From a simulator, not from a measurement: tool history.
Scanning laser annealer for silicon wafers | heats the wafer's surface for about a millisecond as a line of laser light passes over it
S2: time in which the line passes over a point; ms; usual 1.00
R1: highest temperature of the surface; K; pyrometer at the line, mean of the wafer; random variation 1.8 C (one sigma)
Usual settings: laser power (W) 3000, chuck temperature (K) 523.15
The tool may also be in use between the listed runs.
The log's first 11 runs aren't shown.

Run 12, day 22.792: usual settings but chuck temperature (K) 508.15. Result: R1 1297.15 K.
Run 13, day 24.962: usual settings but chuck temperature (K) 508.15. Result: R1 1294.15 K.
Run 14, day 27.471: usual settings but chuck temperature (K) 508.15. Result: R1 1297.15 K.
Run 15, day 28.879: usual settings but laser power (W) 3232, chuck temperature (K) 508.15. Result: R1 1354.15 K.
At day 31.096: window over the wafer cleaned.
Run 16, day 31.771: usual settings but laser power (W) 3232, chuck temperature (K) 537.15. Result: R1 1391.15 K.
Run 17, day 33.171: usual settings. Result: R1 1314.15 K.
Run 18, day 35.875: usual settings but S2 0.99 ms. Result: R1 1308.15 K.
Run 19, day 38.771: usual settings but laser power (W) 3179, S2 0.99 ms. Result: R1 1351.15 K.
Run 20, day 41.204: usual settings but laser power (W) 3179, S2 0.99 ms. Result: R1 1357.15 K.

The next listed run, before its measurement:
Run 21, day 43.142: usual settings but laser power (W) 3179, S2 0.99 ms. Result: R1 ?.

Run 21 gave R1 1358.15 K.
Without the tool's hidden state the same run would have given R1 1360.15 K.
